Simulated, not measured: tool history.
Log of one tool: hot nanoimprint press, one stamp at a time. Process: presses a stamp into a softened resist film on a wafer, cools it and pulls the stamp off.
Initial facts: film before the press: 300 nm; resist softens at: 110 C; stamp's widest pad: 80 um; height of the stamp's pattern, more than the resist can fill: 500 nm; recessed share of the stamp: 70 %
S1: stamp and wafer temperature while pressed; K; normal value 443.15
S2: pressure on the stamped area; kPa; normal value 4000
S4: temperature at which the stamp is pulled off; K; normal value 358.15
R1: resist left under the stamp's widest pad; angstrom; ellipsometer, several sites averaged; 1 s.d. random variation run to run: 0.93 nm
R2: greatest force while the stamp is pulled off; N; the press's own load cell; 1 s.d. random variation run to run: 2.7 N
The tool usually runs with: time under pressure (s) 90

run 1 day=0 | S1=443.15 S2=4000 time_under_pressure_(s)=90 S4=358.15 | R1=1422 R2=258
run 2 day=1.033 | S1=443.15 S2=4000 time_under_pressure_(s)=90 S4=358.15 | R1=1425 R2=256
run 3 day=1.667 | S1=443.15 S2=4000 time_under_pressure_(s)=90 S4=358.15 | R1=1437 R2=261
-- day=2.333 stamp cleaned and given a new release coat
run 4 day=2.638 | S1=443.15 S2=4000 time_under_pressure_(s)=90 S4=358.15 | R1=1397 R2=240
run 5 day=3.158 | S1=443.15 S2=4000 time_under_pressure_(s)=90 S4=358.15 | R1=1424 R2=236
run 6 day=3.608 | S1=448.15 S2=4000 time_under_pressure_(s)=90 S4=358.15 | R1=1107 R2=235
run 7 day=4.308 | S1=448.15 S2=4000 time_under_pressure_(s)=90 S4=358.15 | R1=1103 R2=237
run 8 day=5.096 | S1=443.15 S2=3610 time_under_pressure_(s)=90 S4=358.15 | R1=1489 R2=243
run 9 day=5.725 | S1=443.15 S2=4000 time_under_pressure_(s)=90 S4=358.15 | R1=1448 R2=243
-- day=6.433 plate thermocouple calibrated
run 10 day=6.579 | S1=443.15 S2=4000 time_under_pressure_(s)=166 S4=358.15 | R1=1241 R2=250
run 11 day=7.258 | S1=443.15 S2=4000 time_under_pressure_(s)=166 S4=358.15 | R1=1226 R2=249
run 12 day=7.821 | S1=443.15 S2=4000 time_under_pressure_(s)=166 S4=358.15 | R1=1218 R2=245
run 13 day=8.833 | S1=443.15 S2=6280 time_under_pressure_(s)=90 S4=358.15 | R1=1254 R2=252
run 14 day=9.288 | S1=443.15 S2=6280 time_under_pressure_(s)=90 S4=358.15 | R1=1247 R2=256
-- day=9.496 plate thermocouple calibrated, once more
run 15 day=10.112 | S1=443.15 S2=6280 time_under_pressure_(s)=90 S4=358.15 | R1=1077 R2=237
run 16 day=10.846 | S1=453.15 S2=5860 time_under_pressure_(s)=90 S4=361.15 | R1=654 R2=223
run 17 day=11.454 | S1=453.15 S2=5860 time_under_pressure_(s)=90 S4=361.15 | R1=637 R2=225
run 18 day=12.3 | S1=453.15 S2=5860 time_under_pressure_(s)=92 S4=356.15 | R1=644 R2=251
run 19 day=13.004 | S1=450.15 S2=2760 time_under_pressure_(s)=77 S4=346.15 | R1=1176 R2=297
run 20 day=13.496 | S1=443.15 S2=3510 time_under_pressure_(s)=53 S4=358.15 | R1=1721 R2=244
run 21 day=14.267 | S1=453.15 S2=4300 time_under_pressure_(s)=123 S4=345.15 | R1=678 R2=308
run 22 day=14.95 | S1=443.15 S2=4000 time_under_pressure_(s)=64 S4=354.15 | R1=1535 R2=260
run 23 day=15.662 | S1=443.15 S2=3440 time_under_pressure_(s)=145 S4=358.15 | R1=1223 R2=241
run 24 day=16.671 | S1=436.15 S2=5770 time_under_pressure_(s)=90 S4=358.15 | R1=1674 R2=245
run 25 day=17.704 | S1=443.15 S2=5100 time_under_pressure_(s)=90 S4=358.15 | R1=1218 R2=242
run 26 day=18.2 | S1=438.15 S2=3510 time_under_pressure_(s)=127 S4=358.15 | R1=1662 R2=243
run 27 day=18.762 | S1=438.15 S2=3510 time_under_pressure_(s)=127 S4=358.15 | R1=1672 R2=247
run 28 day=19.342 | S1=438.15 S2=5820 time_under_pressure_(s)=51 S4=346.15 | R1=1818 R2=316
run 29 day=20.179 | S1=438.15 S2=5820 time_under_pressure_(s)=51 S4=346.15 | R1=1818 R2=314
run 30 day=20.967 | S1=438.15 S2=5820 time_under_pressure_(s)=51 S4=346.15 | R1=1836 R2=309

Predict each of these 3 candidate next runs independently; none follows another, all start after run 30:
run A day=21.717 | S1=438.15 S2=4000 time_under_pressure_(s)=90 S4=358.15 | R1=? R2=?
run B day=21.717 | S1=443.15 S2=4000 time_under_pressure_(s)=90 S4=355.15 | R1=? R2=?
run C day=21.717 | S1=438.15 S2=5820 time_under_pressure_(s)=65 S4=350.15 | R1=? R2=?

run=A R1=1792 R2=247
run=B R1=1403 R2=265
run=C R1=1710 R2=292
The same runs, with their run-to-run variation unchanged, on a tool lacking any hidden condition would have given:
run=A R1=1716 R2=229
run=B R1=1337 R2=245
run=C R1=1627 R2=271
